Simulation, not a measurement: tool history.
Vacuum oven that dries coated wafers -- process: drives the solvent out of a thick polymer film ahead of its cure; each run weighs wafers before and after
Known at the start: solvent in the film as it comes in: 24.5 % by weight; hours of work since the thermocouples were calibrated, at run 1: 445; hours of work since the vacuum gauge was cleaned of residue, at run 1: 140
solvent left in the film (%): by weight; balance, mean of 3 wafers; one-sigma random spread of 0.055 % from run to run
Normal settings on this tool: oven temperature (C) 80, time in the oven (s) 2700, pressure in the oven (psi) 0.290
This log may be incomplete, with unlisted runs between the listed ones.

run   hour  oven temperature (C)  time in the oven (s)  pressure in the oven (psi)  hours of work since the thermocouples were calibrated  hours of work since the vacuum gauge was cleaned of residue  solvent left in the film (%)
  1    0.0                    80                  2700                       0.290                                                    445                                                          140                          2.27
  2   17.3                    80                  2700                       0.290                                                    456                                                          150                          2.25
  3   26.0                    80                  2700                       0.290                                                    461                                                          156                          2.35
  4   37.5                    80                  2700                       0.290                                                    468                                                          163                          2.25
  5   48.8                    80                  2700                       0.290                                                    475                                                          170                          2.14
  6   59.4                    80                  2700                       0.290                                                    482                                                          176                          2.40
  7   73.8                    80                  2700                       0.516                                                    491                                                          185                          3.12
  8   90.3                    80                  2700                       0.516                                                    501                                                          195                          2.95
  9  100.4                    80                  2700                       0.290                                                    507                                                          201                          2.30
 10  113.0                    93                  2220                       0.376                                                    515                                                          209                          0.90
 11  126.5                    80                  4020                       0.290                                                    523                                                          217                          1.33
 12  145.3                    92                  4260                       0.716                                                    535                                                          229                          1.56
     148.2  -- vacuum gauge cleaned of residue and calibrated
 13  157.2                    92                  4260                       0.716                                                    541                                                            6                          1.73
 14  169.0                    80                  2700                       0.184                                                    548                                                           13                          1.98
 15  181.1                    80                  2700                       0.184                                                    556                                                           20                          1.98
 16  199.9                    78                  2460                       0.415                                                    567                                                           32                          3.82
     203.7  -- vacuum gauge cleaned of residue and calibrated, once more
 17  217.0                    78                  2460                       0.415                                                    577                                                            8                          3.92
 18  228.7                    88                  2700                       0.354                                                    584                                                           15                          1.09

Forecast each of these 4 alternatives for the next run:
  A  238.7                    80                  2160                       0.773                                                    590                                                           22                             ?
  B  238.7                    68                  1920                       0.795                                                    590                                                           22                             ?
  C  238.7                    82                  1620                       0.354                                                    590                                                           22                             ?
  D  238.7                    65                  3060                       0.339                                                    590                                                           22                             ?

run  solvent left in the film (%)
  A                          4.91
  B                         12.55
  C                          3.89
  D                          9.48
Stripped of hidden state, with their random variation kept, the same runs would have yielded:
run  solvent left in the film (%)
  A                          4.80
  B                         12.42
  C                          3.79
  D                          9.35
